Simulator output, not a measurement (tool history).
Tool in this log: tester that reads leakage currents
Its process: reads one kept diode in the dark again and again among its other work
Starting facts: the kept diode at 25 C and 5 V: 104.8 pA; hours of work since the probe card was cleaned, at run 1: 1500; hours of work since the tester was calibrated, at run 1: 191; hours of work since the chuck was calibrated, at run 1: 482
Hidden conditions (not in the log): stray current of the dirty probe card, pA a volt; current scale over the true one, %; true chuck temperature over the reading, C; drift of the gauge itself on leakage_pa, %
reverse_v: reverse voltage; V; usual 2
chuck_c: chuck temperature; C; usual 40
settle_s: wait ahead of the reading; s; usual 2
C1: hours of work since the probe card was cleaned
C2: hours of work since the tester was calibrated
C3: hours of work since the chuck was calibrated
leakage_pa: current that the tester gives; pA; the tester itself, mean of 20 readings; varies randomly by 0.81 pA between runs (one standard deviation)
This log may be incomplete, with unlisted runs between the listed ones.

{"run": 1, "hour": 0.0, "reverse_v": 2, "chuck_c": 40, "settle_s": 2, "C1": 1500, "C2": 191, "C3": 482, "leakage_pa": 283.97}
{"run": 2, "hour": 119.5, "reverse_v": 2, "chuck_c": 40, "settle_s": 2, "C1": 1572, "C2": 263, "C3": 554, "leakage_pa": 286.09}
{"hour": 197.5, "done": "chuck's temperature calibrated"}
{"run": 3, "hour": 207.0, "reverse_v": 2, "chuck_c": 40, "settle_s": 2, "C1": 1624, "C2": 315, "C3": 6, "leakage_pa": 274.96}
{"run": 4, "hour": 371.3, "reverse_v": 2, "chuck_c": 40, "settle_s": 2, "C1": 1724, "C2": 414, "C3": 105, "leakage_pa": 278.67}
{"run": 5, "hour": 448.4, "reverse_v": 2, "chuck_c": 40, "settle_s": 2, "C1": 1771, "C2": 461, "C3": 152, "leakage_pa": 279.14}
{"run": 6, "hour": 522.0, "reverse_v": 2, "chuck_c": 53, "settle_s": 2, "C1": 1815, "C2": 506, "C3": 197, "leakage_pa": 843.6}
{"hour": 621.7, "done": "probe card cleaned and baked"}
{"run": 7, "hour": 637.9, "reverse_v": 2, "chuck_c": 53, "settle_s": 2, "C1": 10, "C2": 574, "C3": 265, "leakage_pa": 853.42}
{"run": 8, "hour": 806.0, "reverse_v": 2, "chuck_c": 53, "settle_s": 2, "C1": 112, "C2": 676, "C3": 367, "leakage_pa": 861.58}
{"run": 9, "hour": 954.9, "reverse_v": 2, "chuck_c": 40, "settle_s": 1.99, "C1": 202, "C2": 766, "C3": 457, "leakage_pa": 287.89}
{"run": 10, "hour": 1087.9, "reverse_v": 2, "chuck_c": 40, "settle_s": 2.11, "C1": 283, "C2": 847, "C3": 538, "leakage_pa": 292.1}
{"hour": 1197.9, "done": "chuck's temperature calibrated"}
{"run": 11, "hour": 1234.1, "reverse_v": 2, "chuck_c": 40, "settle_s": 2.11, "C1": 370, "C2": 934, "C3": 22, "leakage_pa": 269.55}
{"run": 12, "hour": 1407.2, "reverse_v": 2, "chuck_c": 40, "settle_s": 0.34, "C1": 475, "C2": 1039, "C3": 127, "leakage_pa": 275.95}
{"run": 13, "hour": 1584.9, "reverse_v": 2, "chuck_c": 40, "settle_s": 0.34, "C1": 583, "C2": 1147, "C3": 235, "leakage_pa": 280.45}
{"run": 14, "hour": 1668.9, "reverse_v": 2, "chuck_c": 40, "settle_s": 2, "C1": 634, "C2": 1198, "C3": 286, "leakage_pa": 279.18}
{"run": 15, "hour": 1758.9, "reverse_v": 2, "chuck_c": 40, "settle_s": 2, "C1": 688, "C2": 1252, "C3": 340, "leakage_pa": 281.93}
{"run": 16, "hour": 1918.6, "reverse_v": 2, "chuck_c": 40, "settle_s": 4.25, "C1": 785, "C2": 1349, "C3": 437, "leakage_pa": 284.29}
{"run": 17, "hour": 2073.2, "reverse_v": 2, "chuck_c": 40, "settle_s": 4.25, "C1": 879, "C2": 1443, "C3": 531, "leakage_pa": 288.14}
{"run": 18, "hour": 2158.4, "reverse_v": 2, "chuck_c": 40, "settle_s": 2, "C1": 930, "C2": 1495, "C3": 582, "leakage_pa": 288.9}
{"hour": 2196.1, "done": "chuck's temperature calibrated"}
{"run": 19, "hour": 2326.1, "reverse_v": 4.97, "chuck_c": 59, "settle_s": 4.28, "C1": 1031, "C2": 1595, "C3": 79, "leakage_pa": 2059.17}
{"run": 20, "hour": 2404.1, "reverse_v": 2, "chuck_c": 24, "settle_s": 1, "C1": 1078, "C2": 1642, "C3": 126, "leakage_pa": 61.99}
{"run": 21, "hour": 2514.6, "reverse_v": 1.58, "chuck_c": 57, "settle_s": 0.99, "C1": 1145, "C2": 1709, "C3": 193, "leakage_pa": 1008.91}
{"run": 22, "hour": 2616.1, "reverse_v": 2, "chuck_c": 30, "settle_s": 3.87, "C1": 1207, "C2": 1771, "C3": 255, "leakage_pa": 111.35}
{"run": 23, "hour": 2789.4, "reverse_v": 3.33, "chuck_c": 56, "settle_s": 0.42, "C1": 1312, "C2": 1876, "C3": 360, "leakage_pa": 1372.55}
{"run": 24, "hour": 2865.7, "reverse_v": 3.33, "chuck_c": 24, "settle_s": 0.42, "C1": 1358, "C2": 1922, "C3": 406, "leakage_pa": 84.67}
{"run": 25, "hour": 2995.3, "reverse_v": 2.1, "chuck_c": 44, "settle_s": 1, "C1": 1436, "C2": 2001, "C3": 484, "leakage_pa": 414.18}
{"run": 26, "hour": 3129.3, "reverse_v": 2.1, "chuck_c": 44, "settle_s": 1, "C1": 1518, "C2": 2082, "C3": 566, "leakage_pa": 417.95}
{"hour": 3194.5, "done": "chuck's temperature calibrated"}
{"run": 27, "hour": 3203.3, "reverse_v": 11.38, "chuck_c": 33, "settle_s": 6.36, "C1": 1561, "C2": 2126, "C3": 5, "leakage_pa": 339.89}
{"run": 28, "hour": 3355.5, "reverse_v": 1.71, "chuck_c": 52, "settle_s": 2, "C1": 1654, "C2": 2218, "C3": 98, "leakage_pa": 704.79}
{"run": 29, "hour": 3467.7, "reverse_v": 1.71, "chuck_c": 24, "settle_s": 1.44, "C1": 1722, "C2": 2286, "C3": 166, "leakage_pa": 58.21}
{"run": 30, "hour": 3584.6, "reverse_v": 1.24, "chuck_c": 40, "settle_s": 2, "C1": 1792, "C2": 2357, "C3": 236, "leakage_pa": 219.58}
{"run": 31, "hour": 3687.1, "reverse_v": 1.24, "chuck_c": 40, "settle_s": 2, "C1": 1855, "C2": 2419, "C3": 299, "leakage_pa": 221.43}
{"hour": 3708.0, "done": "probe card cleaned and baked"}
{"run": 32, "hour": 3807.0, "reverse_v": 6.95, "chuck_c": 34, "settle_s": 2, "C1": 60, "C2": 2490, "C3": 369, "leakage_pa": 303.3}
{"run": 33, "hour": 3981.3, "reverse_v": 2.35, "chuck_c": 28, "settle_s": 5.73, "C1": 166, "C2": 2595, "C3": 475, "leakage_pa": 103.37}
{"run": 34, "hour": 4057.3, "reverse_v": 2.35, "chuck_c": 51, "settle_s": 1.82, "C1": 212, "C2": 2642, "C3": 521, "leakage_pa": 791.45}
{"run": 35, "hour": 4154.3, "reverse_v": 5.96, "chuck_c": 40, "settle_s": 6.65, "C1": 271, "C2": 2700, "C3": 580, "leakage_pa": 490.14}
{"hour": 4196.5, "done": "chuck's temperature calibrated"}
{"run": 36, "hour": 4292.2, "reverse_v": 14.37, "chuck_c": 21, "settle_s": 3.54, "C1": 353, "C2": 2783, "C3": 58, "leakage_pa": 119.59}

Each run again, without the hidden state but with its own random variation kept:
run=1 leakage_pa=270.31
run=2 leakage_pa=269.86
run=3 leakage_pa=270.95
run=4 leakage_pa=271.29
run=5 leakage_pa=270.12
run=6 leakage_pa=815.4
run=7 leakage_pa=819.34
run=8 leakage_pa=817.36
run=9 leakage_pa=268.65
run=10 leakage_pa=269.67
run=11 leakage_pa=269.76
run=12 leakage_pa=272.7
run=13 leakage_pa=273.32
run=14 leakage_pa=270.11
run=15 leakage_pa=270.76
run=16 leakage_pa=269.58
run=17 leakage_pa=269.99
run=18 leakage_pa=268.89
run=19 leakage_pa=2059.89
run=20 leakage_pa=61.22
run=21 leakage_pa=997.87
run=22 leakage_pa=108.55
run=23 leakage_pa=1332.92
run=24 leakage_pa=80.47
run=25 leakage_pa=394.85
run=26 leakage_pa=394.22
run=27 leakage_pa=337.64
run=28 leakage_pa=699.18
run=29 leakage_pa=56.6
run=30 leakage_pa=213.66
run=31 leakage_pa=213.89
run=32 leakage_pa=290.39
run=33 leakage_pa=97.32
run=34 leakage_pa=748.99
run=35 leakage_pa=458.15
run=36 leakage_pa=118.84

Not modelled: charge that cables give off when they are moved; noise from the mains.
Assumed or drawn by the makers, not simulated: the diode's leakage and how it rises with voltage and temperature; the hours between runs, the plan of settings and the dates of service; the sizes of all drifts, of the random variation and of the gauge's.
